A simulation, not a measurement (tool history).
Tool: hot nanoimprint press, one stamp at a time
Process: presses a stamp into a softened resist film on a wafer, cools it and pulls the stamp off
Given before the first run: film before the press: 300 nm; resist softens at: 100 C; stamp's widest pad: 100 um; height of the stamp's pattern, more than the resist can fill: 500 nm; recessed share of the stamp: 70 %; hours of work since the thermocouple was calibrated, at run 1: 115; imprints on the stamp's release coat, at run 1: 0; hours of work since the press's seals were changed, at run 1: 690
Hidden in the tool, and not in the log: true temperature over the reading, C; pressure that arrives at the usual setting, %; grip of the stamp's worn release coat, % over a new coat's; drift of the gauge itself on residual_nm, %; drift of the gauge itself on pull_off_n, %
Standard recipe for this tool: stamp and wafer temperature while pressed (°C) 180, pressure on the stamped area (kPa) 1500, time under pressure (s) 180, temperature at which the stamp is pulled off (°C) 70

| run | hour | stamp and wafer temperature while pressed (°C) | pressure on the stamped area (kPa) | time under pressure (s) | temperature at which the stamp is pulled off (°C) | hours of work since the thermocouple was calibrated | imprints on the stamp's release coat | hours of work since the press's seals were changed | resist left under the stamp's widest pad (angstrom) | greatest force while the stamp is pulled off (N) |
|---|---|---|---|---|---|---|---|---|---|---|
| 1 | 0.0 | 180 | 1500 | 180 | 70 | 115 | 0 | 690 | 1559 | 199 |
| 2 | 20.1 | 180 | 1500 | 180 | 70 | 126 | 78 | 701 | 1563 | 212 |
| 3 | 44.4 | 180 | 1500 | 180 | 70 | 139 | 172 | 714 | 1559 | 211 |
| 4 | 67.7 | 180 | 1500 | 180 | 70 | 151 | 263 | 726 | 1541 | 217 |
| 5 | 92.1 | 180 | 1500 | 180 | 70 | 164 | 357 | 739 | 1553 | 218 |
| 6 | 122.3 | 180 | 1500 | 180 | 70 | 180 | 474 | 755 | 1564 | 214 |
| 7 | 152.4 | 180 | 1500 | 180 | 70 | 196 | 591 | 771 | 1566 | 222 |
| 8 | 179.0 | 180 | 1500 | 180 | 70 | 210 | 694 | 785 | 1560 | 242 |
| 9 | 199.4 | 180 | 1500 | 97 | 70 | 221 | 773 | 796 | 1919 | 243 |
| 10 | 230.6 | 180 | 1500 | 180 | 70 | 238 | 894 | 813 | 1579 | 233 |
| 11 | 251.9 | 180 | 1500 | 180 | 70 | 249 | 976 | 824 | 1576 | 247 |
| 12 | 279.0 | 180 | 1500 | 180 | 70 | 263 | 1081 | 839 | 1603 | 252 |
| 13 | 305.1 | 190 | 1500 | 288 | 73 | 277 | 1182 | 852 | 858 | 225 |
|  | 317.4 | stamp cleaned and given a new release coat |
| 14 | 343.9 | 178 | 1460 | 234 | 56 | 295 | 103 | 870 | 1597 | 297 |
| 15 | 360.3 | 174 | 1460 | 234 | 61 | 303 | 166 | 879 | 1886 | 267 |
| 16 | 389.1 | 174 | 1460 | 234 | 61 | 319 | 277 | 894 | 1878 | 276 |
| 17 | 416.8 | 190 | 1180 | 234 | 61 | 333 | 385 | 909 | 1065 | 274 |
|  | 434.0 | plate thermocouple calibrated |
| 18 | 434.1 | 190 | 1180 | 234 | 61 | 0 | 440 | 916 | 1042 | 280 |
| 19 | 457.1 | 173 | 1040 | 234 | 56 | 12 | 529 | 929 | 2150 | 311 |
| 20 | 479.6 | 172 | 1500 | 180 | 68 | 24 | 617 | 940 | 2110 | 245 |
| 21 | 505.2 | 180 | 1950 | 180 | 69 | 38 | 716 | 954 | 1393 | 237 |

For each run, the measured value with the value that run would have given without the tool's hidden condition subtracted. The run-to-run variation is shared by both, the gauge scatter possibly not:
| run | resist left under the stamp's widest pad (angstrom) | greatest force while the stamp is pulled off (N) |
|---|---|---|
| 1 | +19 | -1 |
| 2 | +21 | +3 |
| 3 | +25 | +7 |
| 4 | +27 | +11 |
| 5 | +32 | +15 |
| 6 | +36 | +19 |
| 7 | +40 | +25 |
| 8 | +43 | +31 |
| 9 | +48 | +34 |
| 10 | +50 | +38 |
| 11 | +53 | +44 |
| 12 | +57 | +48 |
| 13 | +37 | +47 |
| 14 | +65 | +9 |
| 15 | +71 | +13 |
| 16 | +76 | +18 |
| 17 | +49 | +24 |
| 18 | +17 | +23 |
| 19 | +22 | +30 |
| 20 | +35 | +27 |
| 21 | +46 | +30 |
